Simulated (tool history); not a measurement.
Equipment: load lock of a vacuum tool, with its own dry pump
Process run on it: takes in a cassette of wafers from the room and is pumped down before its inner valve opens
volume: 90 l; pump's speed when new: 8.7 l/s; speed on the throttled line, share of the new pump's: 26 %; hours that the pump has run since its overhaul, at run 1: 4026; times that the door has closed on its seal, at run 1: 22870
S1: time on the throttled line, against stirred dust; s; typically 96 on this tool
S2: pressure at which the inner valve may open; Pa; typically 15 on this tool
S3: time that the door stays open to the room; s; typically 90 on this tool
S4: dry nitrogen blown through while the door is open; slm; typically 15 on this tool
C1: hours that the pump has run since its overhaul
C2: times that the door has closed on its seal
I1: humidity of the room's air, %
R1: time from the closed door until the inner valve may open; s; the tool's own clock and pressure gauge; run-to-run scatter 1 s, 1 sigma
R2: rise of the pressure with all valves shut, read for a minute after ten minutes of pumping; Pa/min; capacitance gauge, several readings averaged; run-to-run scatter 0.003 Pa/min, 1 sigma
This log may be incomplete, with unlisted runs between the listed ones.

{"run": 1, "hour": 0.0, "S1": 96, "S2": 15, "S3": 90, "S4": 15, "C1": 4026, "C2": 22870, "I1": 42.6, "R1": 167.0, "R2": 0.126}
{"run": 2, "hour": 69.7, "S1": 96, "S2": 15, "S3": 90, "S4": 15, "C1": 4096, "C2": 23135, "I1": 47.2, "R1": 163.9, "R2": 0.134}
{"run": 3, "hour": 117.5, "S1": 96, "S2": 15, "S3": 90, "S4": 15, "C1": 4144, "C2": 23316, "I1": 44.1, "R1": 164.1, "R2": 0.135}
{"run": 4, "hour": 163.6, "S1": 96, "S2": 15, "S3": 90, "S4": 15, "C1": 4190, "C2": 23491, "I1": 45.8, "R1": 165.4, "R2": 0.127}
{"run": 5, "hour": 230.0, "S1": 96, "S2": 15, "S3": 90, "S4": 8, "C1": 4256, "C2": 23743, "I1": 46.6, "R1": 164.2, "R2": 0.138}
{"run": 6, "hour": 283.4, "S1": 96, "S2": 25, "S3": 90, "S4": 15, "C1": 4310, "C2": 23945, "I1": 45.6, "R1": 159.8, "R2": 0.134}
{"run": 7, "hour": 378.4, "S1": 96, "S2": 25, "S3": 90, "S4": 15, "C1": 4405, "C2": 24306, "I1": 50.0, "R1": 162.4, "R2": 0.142}
{"run": 8, "hour": 452.6, "S1": 96, "S2": 25, "S3": 90, "S4": 15, "C1": 4479, "C2": 24587, "I1": 41.3, "R1": 159.1, "R2": 0.135}
{"run": 9, "hour": 538.8, "S1": 135, "S2": 25, "S3": 90, "S4": 15, "C1": 4565, "C2": 24914, "I1": 43.3, "R1": 190.2, "R2": 0.145}
{"run": 10, "hour": 614.3, "S1": 135, "S2": 25, "S3": 90, "S4": 15, "C1": 4640, "C2": 25200, "I1": 44.0, "R1": 190.4, "R2": 0.144}
{"run": 11, "hour": 663.9, "S1": 62, "S2": 25, "S3": 57, "S4": 4, "C1": 4690, "C2": 25388, "I1": 45.0, "R1": 135.0, "R2": 0.146}
{"run": 12, "hour": 706.0, "S1": 126, "S2": 15, "S3": 57, "S4": 44, "C1": 4732, "C2": 25548, "I1": 43.1, "R1": 187.5, "R2": 0.124}
{"run": 13, "hour": 772.1, "S1": 126, "S2": 15, "S3": 57, "S4": 44, "C1": 4798, "C2": 25799, "I1": 42.5, "R1": 187.2, "R2": 0.132}
{"run": 14, "hour": 850.6, "S1": 126, "S2": 15, "S3": 57, "S4": 44, "C1": 4877, "C2": 26097, "I1": 42.4, "R1": 186.1, "R2": 0.127}
{"run": 15, "hour": 945.8, "S1": 74, "S2": 15, "S3": 93, "S4": 44, "C1": 4972, "C2": 26457, "I1": 43.5, "R1": 151.3, "R2": 0.136}
{"run": 16, "hour": 991.6, "S1": 74, "S2": 14, "S3": 37, "S4": 10, "C1": 5018, "C2": 26631, "I1": 47.9, "R1": 152.5, "R2": 0.139}
{"run": 17, "hour": 1066.3, "S1": 96, "S2": 11, "S3": 90, "S4": 15, "C1": 5092, "C2": 26914, "I1": 45.6, "R1": 168.3, "R2": 0.146}
{"run": 18, "hour": 1158.9, "S1": 96, "S2": 11, "S3": 90, "S4": 15, "C1": 5185, "C2": 27266, "I1": 47.1, "R1": 170.3, "R2": 0.161}
{"run": 19, "hour": 1208.3, "S1": 96, "S2": 15, "S3": 162, "S4": 5, "C1": 5235, "C2": 27453, "I1": 48.1, "R1": 166.7, "R2": 0.183}
{"run": 20, "hour": 1249.5, "S1": 186, "S2": 15, "S3": 26, "S4": 15, "C1": 5276, "C2": 27609, "I1": 44.6, "R1": 232.1, "R2": 0.141}

What if the next run were any one of these 4? Each begins from the tool's condition after run 20:
{"run": "A", "hour": 1326.3, "S1": 96, "S2": 15, "S3": 102, "S4": 15, "C1": 5352, "C2": 27900, "I1": 46.1, "R1": "?", "R2": "?"}
{"run": "B", "hour": 1326.3, "S1": 132, "S2": 15, "S3": 46, "S4": 15, "C1": 5352, "C2": 27900, "I1": 46.8, "R1": "?", "R2": "?"}
{"run": "C", "hour": 1326.3, "S1": 96, "S2": 20, "S3": 90, "S4": 15, "C1": 5352, "C2": 27900, "I1": 44.4, "R1": "?", "R2": "?"}
{"run": "D", "hour": 1326.3, "S1": 172, "S2": 15, "S3": 31, "S4": 6, "C1": 5352, "C2": 27900, "I1": 48.7, "R1": "?", "R2": "?"}

run=A R1=166.4 R2=0.161
run=B R1=193.4 R2=0.151
run=C R1=165.5 R2=0.163
run=D R1=221.7 R2=0.148
What these runs would have given with no unlogged condition in the tool:
run=A R1=163.5 R2=0.036
run=B R1=190.9 R2=0.028
run=C R1=162.7 R2=0.038
run=D R1=219.7 R2=0.024
